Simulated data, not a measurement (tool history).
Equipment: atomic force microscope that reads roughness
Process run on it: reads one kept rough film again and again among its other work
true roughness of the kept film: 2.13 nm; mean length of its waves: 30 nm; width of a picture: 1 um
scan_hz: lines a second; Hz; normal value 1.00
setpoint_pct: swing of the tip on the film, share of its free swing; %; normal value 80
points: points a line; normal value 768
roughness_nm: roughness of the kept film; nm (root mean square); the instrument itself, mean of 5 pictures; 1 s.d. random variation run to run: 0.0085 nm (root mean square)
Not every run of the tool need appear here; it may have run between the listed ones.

run,hour,scan_hz,setpoint_pct,points,roughness_nm
1,0.0,1.00,80,768,1.869
2,24.6,1.36,80,768,1.852
3,52.9,1.36,80,768,1.847
4,71.3,1.00,80,768,1.865
5,97.2,0.55,80,768,1.914
# hour 105.0: new tip fitted
6,119.2,1.00,80,768,1.894
7,140.6,2.80,80,768,1.715
8,167.7,1.00,80,768,1.888
9,198.8,1.00,74,659,1.913
10,218.9,1.00,74,659,1.915

What will run 11 give?
11,243.4,2.24,87,1017,?

{"run 11": {"roughness_nm": 1.699}}
If the tool had no hidden condition, the same run with the same run-to-run variation would have returned roughness_nm 1.705 nm (root mean square).
